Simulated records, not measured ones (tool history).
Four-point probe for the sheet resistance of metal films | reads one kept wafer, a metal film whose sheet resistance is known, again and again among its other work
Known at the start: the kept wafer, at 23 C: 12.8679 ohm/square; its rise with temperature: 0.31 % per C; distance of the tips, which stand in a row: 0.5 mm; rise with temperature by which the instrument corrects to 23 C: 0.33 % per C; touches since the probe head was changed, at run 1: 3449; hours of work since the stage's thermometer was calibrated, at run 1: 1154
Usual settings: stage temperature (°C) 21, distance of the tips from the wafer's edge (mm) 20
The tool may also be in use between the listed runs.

run	day	stage temperature (°C)	distance of the tips from the wafer's edge (mm)	touches since the probe head was changed	hours of work since the stage's thermometer was calibrated	sheet resistance as the instrument gives it (ohm/square)
1	0	21	20	3449	1154	12.879717
2	0.629	22	20	3932	1166	12.875848
3	1.154	22	20	4338	1175	12.875057
4	1.6	34	20	4682	1183	12.841194
5	2.238	21	20	5173	1194	12.877099
6	2.65	21	7	5492	1202	12.910368
7	3.321	19	20	6009	1214	12.886415
8	3.738	19	20	6329	1221	12.882356
9	4.1	19	61	6608	1228	12.875776
10	4.517	19	61	6931	1235	12.880588
11	5.017	19	61	7315	1244	12.877249
12	5.625	19	61	7785	1255	12.874136
13	6.296	19	61	8300	1267	12.87565
14	6.904	24	20	8770	1278	12.86854
15	7.417	21	25	9164	1287	12.876766
# day 7.55: stage's thermometer calibrated
16	7.796	33	20	9441	4	12.84588
17	8.096	21	20	9672	10	12.879574
18	8.642	21	20	10093	19	12.87941
19	9.133	21	20	10471	28	12.878424
20	9.7	21	36	10908	38	12.872753
21	10.175	21	36	11274	47	12.878812
22	10.554	21	20	11566	54	12.87979
23	10.954	21	20	11876	61	12.881245
24	11.45	29	3	12259	70	13.042101
25	12.05	28	5	12719	80	12.922728
26	12.492	28	5	13061	88	12.925707
27	12.954	28	5	13416	96	12.919419
28	13.367	21	24	13735	104	12.878774
29	13.788	22	4	14058	111	12.979272
30	14.138	24	6	14330	118	12.913742
31	14.746	20	4	14797	128	12.982909
32	15.258	26	12	15191	137	12.87218

The next listed run, before its measurement:
33	15.729	26	12	15556	146	?

{"run 33": {"sheet resistance as the instrument gives it (ohm/square)": 12.876475}}
Without the tool's hidden state the same run would have given sheet resistance as the instrument gives it (ohm/square) 12.876498.
